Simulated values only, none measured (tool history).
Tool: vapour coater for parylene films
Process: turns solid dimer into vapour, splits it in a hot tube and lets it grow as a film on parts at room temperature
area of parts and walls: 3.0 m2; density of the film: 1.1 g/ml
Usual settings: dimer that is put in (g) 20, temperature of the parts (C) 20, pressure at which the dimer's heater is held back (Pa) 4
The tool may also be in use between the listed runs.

run	hour	dimer that is put in (g)	temperature of the parts (C)	pressure at which the dimer's heater is held back (Pa)	thickness of the film (nm)
1	0	20	20	4	2840
2	16.4	20	20	4	2870
3	27.2	20	20	4	2860
4	40.8	20	20	4	2870
5	48.6	20	20	4	2860
6	57.9	20	20	4	2860
7	74.1	20	20	4	2900
8	89.7	8	20	4	1160
9	102	8	20	4	1170
10	118.1	8	20	4	1110
11	130.9	8	29	4.05	880
12	146	8	29	4.05	940
13	161.2	12	23	7.75	1410
14	176.3	12	23	7.75	1430
# hour 182.4: trap's valve overhauled
15	191.1	11	15	9.13	1580

4 ways to go on from here, each from the tool as it stands after run 15. What would each give?
A	200.5	16	31	3.24	?
B	200.5	20	19	3.91	?
C	200.5	20	13	6.62	?
D	200.5	11	14	3.79	?

run	thickness of the film (nm)
A	1810
B	2920
C	3130
D	1890
Without the tool's hidden state the same runs would have given:
run	thickness of the film (nm)
A	1820
B	2920
C	3130
D	1890

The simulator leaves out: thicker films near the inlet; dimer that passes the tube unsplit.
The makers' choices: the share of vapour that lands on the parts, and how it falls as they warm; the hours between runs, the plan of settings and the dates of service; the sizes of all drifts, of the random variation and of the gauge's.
